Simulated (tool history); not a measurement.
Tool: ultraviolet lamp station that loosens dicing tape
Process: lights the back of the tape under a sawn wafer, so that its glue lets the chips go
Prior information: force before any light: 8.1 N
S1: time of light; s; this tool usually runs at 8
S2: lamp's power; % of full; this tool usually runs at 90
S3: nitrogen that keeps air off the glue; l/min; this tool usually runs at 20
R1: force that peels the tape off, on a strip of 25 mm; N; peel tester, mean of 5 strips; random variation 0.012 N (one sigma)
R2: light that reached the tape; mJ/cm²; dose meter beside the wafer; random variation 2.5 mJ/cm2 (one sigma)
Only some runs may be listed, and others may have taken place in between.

run     day  S1  S2  S3     R1   R2
  1   0.000   8  90  20  0.614  287
  2   0.475   8  90  20  0.651  286
  3   0.883   8  90  26  0.568  286
  4   1.238   8  90  26  0.586  284
  5   1.842   7  90  20  0.824  247
  6   2.196   8  90  20  0.638  283
  7   2.700   8  90  20  0.662  285
  8   3.296   8  90  20  0.676  283
  9   3.804   8  90  26  0.599  281
 10   4.433   8  90  26  0.595  282
 11   4.979   8  90  26  0.615  277
 12   5.496   8  90  26  0.606  279
 13   6.042   8  90  26  0.610  280
 14   6.496   8  90  20  0.652  276
 15   6.779   5  95  17  1.512  181
 16   7.375   5  95  17  1.531  182
 17   8.021   6  90  14  1.370  206
 18   8.475   8  88   8  1.105  271
 19   9.021   8  77  40  0.754  235
 20   9.342   8  87  40  0.605  268
 21   9.996   6  85  20  1.337  190
 22  10.479   6  91  14  1.353  208
 23  10.892   8  90  25  0.662  270
 24  11.329  13  90  20  0.291  436
 25  11.858   6  95  20  1.107  216
 26  12.333   6  95  20  1.171  214
 27  12.821   7  88  17  1.058  231

Below are 3 alternative next runs, each starting from the tool's condition after run 27. Predict each:
  A  13.154   8  90  20   ?   ?
  B  13.154   8  73  20   ?   ?
  C  13.154  13  90  24   ?   ?

run     R1   R2
  A  0.729  270
  B  1.068  218
  C  0.291  432
Without the tool's hidden state the same runs would have given:
run     R1   R2
  A  0.530  316
  B  0.792  256
  C  0.244  508

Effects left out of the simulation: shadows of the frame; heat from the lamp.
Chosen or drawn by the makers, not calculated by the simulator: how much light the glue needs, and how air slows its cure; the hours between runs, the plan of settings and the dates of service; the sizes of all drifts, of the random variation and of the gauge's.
